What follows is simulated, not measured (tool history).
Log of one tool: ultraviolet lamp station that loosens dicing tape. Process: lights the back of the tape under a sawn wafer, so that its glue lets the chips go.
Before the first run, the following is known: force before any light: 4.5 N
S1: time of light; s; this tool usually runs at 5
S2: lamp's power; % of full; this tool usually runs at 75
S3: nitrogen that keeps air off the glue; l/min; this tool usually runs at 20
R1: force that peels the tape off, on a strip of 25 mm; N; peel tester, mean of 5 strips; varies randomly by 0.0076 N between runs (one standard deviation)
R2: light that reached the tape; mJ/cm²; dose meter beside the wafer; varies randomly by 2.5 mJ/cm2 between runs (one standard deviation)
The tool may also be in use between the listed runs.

{"run": 1, "day": 0.0, "S1": 5, "S2": 75, "S3": 20, "R1": 0.403, "R2": 262}
{"run": 2, "day": 1.896, "S1": 5, "S2": 95, "S3": 20, "R1": 0.307, "R2": 324}
{"run": 3, "day": 2.946, "S1": 5, "S2": 95, "S3": 20, "R1": 0.298, "R2": 324}
{"run": 4, "day": 4.783, "S1": 7, "S2": 95, "S3": 20, "R1": 0.218, "R2": 454}
{"run": 5, "day": 6.788, "S1": 7, "S2": 95, "S3": 20, "R1": 0.23, "R2": 453}
{"run": 6, "day": 8.538, "S1": 7, "S2": 95, "S3": 20, "R1": 0.23, "R2": 453}
{"run": 7, "day": 9.708, "S1": 5, "S2": 75, "S3": 20, "R1": 0.428, "R2": 252}
{"run": 8, "day": 11.004, "S1": 5, "S2": 75, "S3": 20, "R1": 0.414, "R2": 255}
{"run": 9, "day": 12.05, "S1": 3, "S2": 75, "S3": 20, "R1": 0.907, "R2": 152}
{"run": 10, "day": 13.817, "S1": 3, "S2": 75, "S3": 20, "R1": 0.916, "R2": 147}
{"run": 11, "day": 15.838, "S1": 3, "S2": 75, "S3": 20, "R1": 0.887, "R2": 151}
{"run": 12, "day": 16.938, "S1": 7, "S2": 75, "S3": 20, "R1": 0.282, "R2": 352}
{"run": 13, "day": 18.379, "S1": 7, "S2": 75, "S3": 20, "R1": 0.277, "R2": 352}
{"run": 14, "day": 19.658, "S1": 5, "S2": 75, "S3": 20, "R1": 0.436, "R2": 253}
{"run": 15, "day": 20.946, "S1": 5, "S2": 65, "S3": 20, "R1": 0.541, "R2": 213}
{"run": 16, "day": 22.242, "S1": 5, "S2": 65, "S3": 14, "R1": 0.614, "R2": 214}
{"run": 17, "day": 23.608, "S1": 5, "S2": 65, "S3": 14, "R1": 0.613, "R2": 217}
{"day": 24.271, "done": "window cleaned of glue's vapour"}
{"run": 18, "day": 25.404, "S1": 5, "S2": 75, "S3": 20, "R1": 0.445, "R2": 241}
{"run": 19, "day": 26.967, "S1": 6, "S2": 75, "S3": 20, "R1": 0.335, "R2": 282}
{"run": 20, "day": 29.192, "S1": 6, "S2": 75, "S3": 20, "R1": 0.348, "R2": 288}
{"run": 21, "day": 30.212, "S1": 5, "S2": 75, "S3": 15, "R1": 0.506, "R2": 238}
{"run": 22, "day": 32.112, "S1": 5, "S2": 75, "S3": 20, "R1": 0.45, "R2": 240}
{"run": 23, "day": 33.754, "S1": 5, "S2": 63, "S3": 37, "R1": 0.494, "R2": 199}
{"day": 35.879, "done": "window cleaned of glue's vapour, once more"}
{"run": 24, "day": 36.15, "S1": 5, "S2": 63, "S3": 37, "R1": 0.456, "R2": 209}
{"run": 25, "day": 37.304, "S1": 5, "S2": 63, "S3": 37, "R1": 0.442, "R2": 211}
{"run": 26, "day": 39.567, "S1": 3, "S2": 64, "S3": 7, "R1": 1.541, "R2": 128}
{"run": 27, "day": 41.712, "S1": 7, "S2": 91, "S3": 26, "R1": 0.226, "R2": 426}
{"run": 28, "day": 43.179, "S1": 3, "S2": 98, "S3": 14, "R1": 0.746, "R2": 198}
{"run": 29, "day": 45.458, "S1": 7, "S2": 75, "S3": 16, "R1": 0.294, "R2": 349}
{"run": 30, "day": 47.6, "S1": 3, "S2": 95, "S3": 16, "R1": 0.733, "R2": 190}
{"run": 31, "day": 49.204, "S1": 3, "S2": 95, "S3": 16, "R1": 0.703, "R2": 186}
{"run": 32, "day": 51.404, "S1": 5, "S2": 70, "S3": 26, "R1": 0.44, "R2": 230}
{"run": 33, "day": 53.042, "S1": 5, "S2": 70, "S3": 26, "R1": 0.454, "R2": 226}
{"run": 34, "day": 54.867, "S1": 10, "S2": 70, "S3": 26, "R1": 0.227, "R2": 455}
{"run": 35, "day": 56.958, "S1": 5, "S2": 63, "S3": 32, "R1": 0.494, "R2": 204}
{"run": 36, "day": 58.346, "S1": 2, "S2": 87, "S3": 20, "R1": 1.335, "R2": 111}
{"run": 37, "day": 60.642, "S1": 5, "S2": 62, "S3": 21, "R1": 0.581, "R2": 202}
{"run": 38, "day": 62.108, "S1": 5, "S2": 62, "S3": 21, "R1": 0.595, "R2": 203}
{"run": 39, "day": 63.375, "S1": 5, "S2": 62, "S3": 21, "R1": 0.603, "R2": 199}
{"run": 40, "day": 65.079, "S1": 5, "S2": 80, "S3": 30, "R1": 0.369, "R2": 254}
{"run": 41, "day": 66.317, "S1": 5, "S2": 69, "S3": 32, "R1": 0.426, "R2": 218}
{"run": 42, "day": 68.421, "S1": 4, "S2": 62, "S3": 38, "R1": 0.701, "R2": 160}
{"run": 43, "day": 69.725, "S1": 5, "S2": 74, "S3": 20, "R1": 0.474, "R2": 231}

4 options for the next run, each taken on its own from the tool as it stands now. Forecast them:
{"run": "A", "day": 70.917, "S1": 4, "S2": 92, "S3": 27, "R1": "?", "R2": "?"}
{"run": "B", "day": 70.917, "S1": 5, "S2": 74, "S3": 36, "R1": "?", "R2": "?"}
{"run": "C", "day": 70.917, "S1": 5, "S2": 97, "S3": 20, "R1": "?", "R2": "?"}
{"run": "D", "day": 70.917, "S1": 5, "S2": 75, "S3": 18, "R1": "?", "R2": "?"}

run=A R1=0.424 R2=231
run=B R1=0.384 R2=233
run=C R1=0.324 R2=308
run=D R1=0.478 R2=236
Had the tool no hidden state, the same runs would have come out as:
run=A R1=0.323 R2=279
run=B R1=0.297 R2=282
run=C R1=0.264 R2=372
run=D R1=0.36 R2=286

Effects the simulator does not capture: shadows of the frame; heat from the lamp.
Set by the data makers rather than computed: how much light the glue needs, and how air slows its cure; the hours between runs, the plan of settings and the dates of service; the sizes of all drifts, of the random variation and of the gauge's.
